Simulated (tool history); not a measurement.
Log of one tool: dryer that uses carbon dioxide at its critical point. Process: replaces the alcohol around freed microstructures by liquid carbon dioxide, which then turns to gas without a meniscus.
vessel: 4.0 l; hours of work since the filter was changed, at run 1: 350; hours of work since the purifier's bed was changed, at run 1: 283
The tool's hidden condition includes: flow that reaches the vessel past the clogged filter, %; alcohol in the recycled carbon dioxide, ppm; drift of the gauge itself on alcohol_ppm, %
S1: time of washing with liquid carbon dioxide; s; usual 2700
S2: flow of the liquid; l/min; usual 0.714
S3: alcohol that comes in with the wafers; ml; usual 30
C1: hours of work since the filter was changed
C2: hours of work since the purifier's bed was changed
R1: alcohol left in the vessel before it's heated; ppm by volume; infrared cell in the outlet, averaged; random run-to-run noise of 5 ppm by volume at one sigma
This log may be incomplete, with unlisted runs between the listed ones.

run   hour    S1     S2  S3   C1   C2   R1
  1    0.0  2700  0.714  30  350  283  100
  2   16.1  2580  0.714  30  360  293  108
  3   30.2  2580  0.714  30  369  302  114
  4   40.2  2580  0.714  30  375  308  103
  5   50.8  2580  0.714  30  382  315  111
  6   68.0  2700  1.040  30  393  326   92
  7   83.4  2700  1.040  31  402  336  103
  8  103.7  2700  1.040  31  415  349  109
  9  120.0  2700  1.040  31  426  359  103
 10  134.5  2700  1.040  31  435  368  105
 11  147.2  2700  1.040  31  443  376  110
 12  162.7  2700  1.040  31  453  386  115
 13  182.5  2700  0.714  30  465  399  135
 14  194.8  2700  0.714  30  473  406  128
 15  205.1  2700  0.714  30  480  413  135
 16  213.5  2700  0.714  30  485  418  133
 17  226.2  4080  1.156  25  493  426  113
 18  244.0  1680  1.006  88  504  438  229
 19  260.0  2460  0.456  68  515  448  591
 20  272.0  2220  1.043  36  522  455  135
 21  286.9  2400  1.043  23  532  465  134
 22  299.5  3960  0.457  78  540  473  196
 23  318.3  3960  0.457  78  552  485  209
     331.1  -- inlet filter changed
 24  333.2  2700  0.659  30    1  494  156
 25  350.3  2700  0.659  30   12  504  173
 26  368.4  3120  0.714  30   24  516  152
 27  388.7  2700  0.728  73   37  529  171
 28  403.1  3960  0.714  30   46  538  156
 29  421.5  3960  0.714  30   57  550  164

Each row is a separate what-if for the run after 29, all from the same tool condition, not one after another. Results?
  A  433.3  2520  0.714  88  65  557   ?
  B  433.3  1920  0.456  36  65  557   ?
  C  433.3  3000  0.431  30  65  557   ?

run   R1
  A  209
  B  622
  C  252
Without the tool's unlogged condition, the same runs would have read:
run   R1
  A   48
  B  447
  C   89
